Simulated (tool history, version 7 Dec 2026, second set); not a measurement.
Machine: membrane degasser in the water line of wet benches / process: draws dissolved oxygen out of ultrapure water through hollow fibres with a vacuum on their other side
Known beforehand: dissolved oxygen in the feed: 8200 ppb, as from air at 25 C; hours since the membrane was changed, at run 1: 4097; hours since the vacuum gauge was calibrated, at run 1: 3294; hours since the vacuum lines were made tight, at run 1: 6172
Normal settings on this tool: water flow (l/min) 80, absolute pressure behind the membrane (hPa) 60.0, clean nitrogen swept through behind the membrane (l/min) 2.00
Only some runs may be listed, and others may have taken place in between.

run	hour	water flow (l/min)	absolute pressure behind the membrane (hPa)	clean nitrogen swept through behind the membrane (l/min)	hours since the membrane was changed	hours since the vacuum gauge was calibrated	hours since the vacuum lines were made tight	dissolved oxygen in the water behind the degasser (ppb)	pressure that the water loses in the fibres (hPa)
1	0.0	80	60.0	2.00	4097	3294	6172	222.0	528.4
2	152.3	80	60.0	2.00	4250	3447	6324	223.1	533.5
3	299.3	99	60.0	2.00	4397	3594	6471	266.7	648.6
4	464.1	80	38.1	2.00	4561	3759	6636	51.6	528.8
5	637.1	80	100.0	2.00	4734	3932	6809	520.9	530.5
6	772.4	61	60.0	2.00	4870	4067	6944	179.4	402.8
7	978.6	61	60.0	2.00	5076	4273	7150	177.9	401.5
8	1178.6	80	60.0	4.89	5276	4473	7350	106.0	531.0
9	1312.8	80	60.0	4.89	5410	4607	7485	105.8	530.3
10	1450.4	80	60.0	4.89	5548	4745	7622	108.1	530.2
11	1634.9	80	60.0	1.55	5732	4929	7807	271.8	526.3
12	1722.4	80	60.0	1.55	5820	5017	7894	267.0	529.8
13	1891.1	74	84.8	0.94	5988	5186	8063	651.7	486.7
14	2055.9	48	60.0	2.04	6153	5350	8228	142.1	315.5
15	2267.8	114	107.9	1.12	6365	5562	8439	1089.8	754.9
16	2360.7	71	73.5	1.12	6458	5655	8532	458.8	470.0
17	2453.2	50	60.4	1.12	6551	5748	8625	241.4	331.1
18	2594.2	50	60.4	1.12	6691	5889	8766	245.4	330.3
# hour 2693.3: vacuum gauge calibrated
19	2746.5	78	96.2	3.83	6843	53	8918	285.0	518.6
20	2910.2	95	37.6	1.67	7007	217	9081	63.5	625.8
21	3018.5	113	113.1	2.75	7115	325	9190	632.3	745.9
22	3199.0	51	128.7	2.75	7296	506	9370	387.9	335.6
23	3348.9	51	43.3	2.75	7446	656	9520	46.8	334.8
24	3556.2	118	135.5	1.22	7653	863	9727	1403.4	780.1

Branching from run 24: 5 alternative next runs. What would each branch give?
A	3736.5	85	60.0	2.00	7833	1043	9908	?	?
B	3736.5	119	44.4	1.22	7833	1043	9908	?	?
C	3736.5	67	135.5	1.22	7833	1043	9908	?	?
D	3736.5	56	37.9	2.25	7833	1043	9908	?	?
E	3736.5	118	42.9	1.19	7833	1043	9908	?	?

run	dissolved oxygen in the water behind the degasser (ppb)	pressure that the water loses in the fibres (hPa)
A	236.3	563.2
B	195.8	787.7
C	951.3	441.4
D	32.6	369.6
E	176.8	781.0
With the hidden condition removed and each run's random variation left untouched, the same runs would have given:
run	dissolved oxygen in the water behind the degasser (ppb)	pressure that the water loses in the fibres (hPa)
A	236.3	562.7
B	195.7	787.1
C	951.2	441.1
D	32.6	369.4
E	176.6	780.4

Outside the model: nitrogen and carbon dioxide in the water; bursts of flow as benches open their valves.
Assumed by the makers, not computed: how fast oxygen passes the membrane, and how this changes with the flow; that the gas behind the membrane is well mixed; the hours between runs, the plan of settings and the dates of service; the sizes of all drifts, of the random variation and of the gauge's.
